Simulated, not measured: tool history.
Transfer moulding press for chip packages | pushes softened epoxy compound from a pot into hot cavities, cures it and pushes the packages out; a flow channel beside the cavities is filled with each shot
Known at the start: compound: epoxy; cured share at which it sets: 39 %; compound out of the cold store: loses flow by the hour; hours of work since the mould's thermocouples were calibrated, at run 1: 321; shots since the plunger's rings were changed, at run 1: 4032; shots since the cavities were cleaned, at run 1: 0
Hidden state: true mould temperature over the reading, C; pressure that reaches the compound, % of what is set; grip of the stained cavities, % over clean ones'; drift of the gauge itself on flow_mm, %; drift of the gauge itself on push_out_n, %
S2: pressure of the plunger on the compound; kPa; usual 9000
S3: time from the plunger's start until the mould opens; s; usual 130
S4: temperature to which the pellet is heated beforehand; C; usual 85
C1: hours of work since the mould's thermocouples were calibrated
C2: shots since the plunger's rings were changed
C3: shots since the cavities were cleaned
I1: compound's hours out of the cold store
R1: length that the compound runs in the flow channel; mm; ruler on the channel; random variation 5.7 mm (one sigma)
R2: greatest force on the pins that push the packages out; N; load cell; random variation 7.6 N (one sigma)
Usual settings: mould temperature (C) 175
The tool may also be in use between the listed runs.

{"run": 1, "day": 0.0, "mould temperature (C)": 175, "S2": 9000, "S3": 130, "S4": 85, "C1": 321, "C2": 4032, "C3": 0, "I1": 9, "R1": 647, "R2": 350}
{"run": 2, "day": 2.529, "mould temperature (C)": 175, "S2": 9000, "S3": 123, "S4": 85, "C1": 368, "C2": 4724, "C3": 692, "I1": 20.8, "R1": 605, "R2": 643}
{"day": 2.788, "done": "cavities cleaned with cleaning compound and waxed"}
{"day": 3.017, "done": "mould's thermocouples calibrated"}
{"run": 3, "day": 4.638, "mould temperature (C)": 175, "S2": 7220, "S3": 123, "S4": 85, "C1": 30, "C2": 5260, "C3": 483, "I1": 25.2, "R1": 548, "R2": 593}
{"day": 5.546, "done": "cavities cleaned with cleaning compound and waxed"}
{"run": 4, "day": 5.779, "mould temperature (C)": 175, "S2": 9000, "S3": 130, "S4": 85, "C1": 49, "C2": 5556, "C3": 64, "I1": 20.1, "R1": 606, "R2": 374}
{"run": 5, "day": 7.062, "mould temperature (C)": 175, "S2": 9000, "S3": 130, "S4": 85, "C1": 73, "C2": 5908, "C3": 416, "I1": 47.2, "R1": 555, "R2": 544}
{"day": 8.317, "done": "cavities cleaned with cleaning compound and waxed"}
{"day": 8.738, "done": "plunger's sealing rings changed"}
{"run": 6, "day": 9.446, "mould temperature (C)": 175, "S2": 9000, "S3": 144, "S4": 85, "C1": 114, "C2": 194, "C3": 280, "I1": 19.4, "R1": 667, "R2": 458}
{"day": 11.125, "done": "cavities cleaned with cleaning compound and waxed"}
{"run": 7, "day": 11.971, "mould temperature (C)": 175, "S2": 9570, "S3": 130, "S4": 85, "C1": 159, "C2": 868, "C3": 232, "I1": 12.6, "R1": 697, "R2": 478}
{"run": 8, "day": 13.004, "mould temperature (C)": 173, "S2": 9000, "S3": 130, "S4": 85, "C1": 178, "C2": 1151, "C3": 515, "I1": 31.2, "R1": 635, "R2": 627}
{"day": 13.742, "done": "cavities cleaned with cleaning compound and waxed"}
{"run": 9, "day": 14.233, "mould temperature (C)": 173, "S2": 9000, "S3": 130, "S4": 85, "C1": 199, "C2": 1470, "C3": 135, "I1": 12.4, "R1": 678, "R2": 474}
{"run": 10, "day": 16.0, "mould temperature (C)": 173, "S2": 9000, "S3": 130, "S4": 85, "C1": 232, "C2": 1953, "C3": 618, "I1": 38.2, "R1": 616, "R2": 643}
{"day": 16.458, "done": "cavities cleaned with cleaning compound and waxed"}
{"run": 11, "day": 17.121, "mould temperature (C)": 173, "S2": 8170, "S3": 130, "S4": 85, "C1": 251, "C2": 2242, "C3": 180, "I1": 44.9, "R1": 562, "R2": 487}
{"day": 19.175, "done": "cavities cleaned with cleaning compound and waxed"}
{"run": 12, "day": 19.488, "mould temperature (C)": 173, "S2": 8170, "S3": 130, "S4": 85, "C1": 293, "C2": 2873, "C3": 85, "I1": 46.7, "R1": 544, "R2": 411}
{"run": 13, "day": 20.662, "mould temperature (C)": 173, "S2": 8170, "S3": 130, "S4": 85, "C1": 315, "C2": 3195, "C3": 407, "I1": 40.3, "R1": 566, "R2": 558}
{"run": 14, "day": 21.692, "mould temperature (C)": 175, "S2": 8640, "S3": 130, "S4": 84, "C1": 334, "C2": 3476, "C3": 688, "I1": 44.8, "R1": 562, "R2": 573}
{"day": 21.954, "done": "cavities cleaned with cleaning compound and waxed"}
{"run": 15, "day": 22.9, "mould temperature (C)": 175, "S2": 8640, "S3": 130, "S4": 84, "C1": 355, "C2": 3790, "C3": 259, "I1": 38.9, "R1": 559, "R2": 464}

The next listed run, before its measurement:
{"day": 24.025, "done": "mould's thermocouples calibrated"}
{"day": 24.675, "done": "cavities cleaned with cleaning compound and waxed"}
{"run": 16, "day": 25.396, "mould temperature (C)": 178, "S2": 9000, "S3": 130, "S4": 85, "C1": 24, "C2": 4433, "C3": 197, "I1": 35.6, "R1": "?", "R2": "?"}

Run 16 gave R1 588 mm, R2 386 N.
Without the tool's hidden state the same run would have given R1 630 mm, R2 287 N.
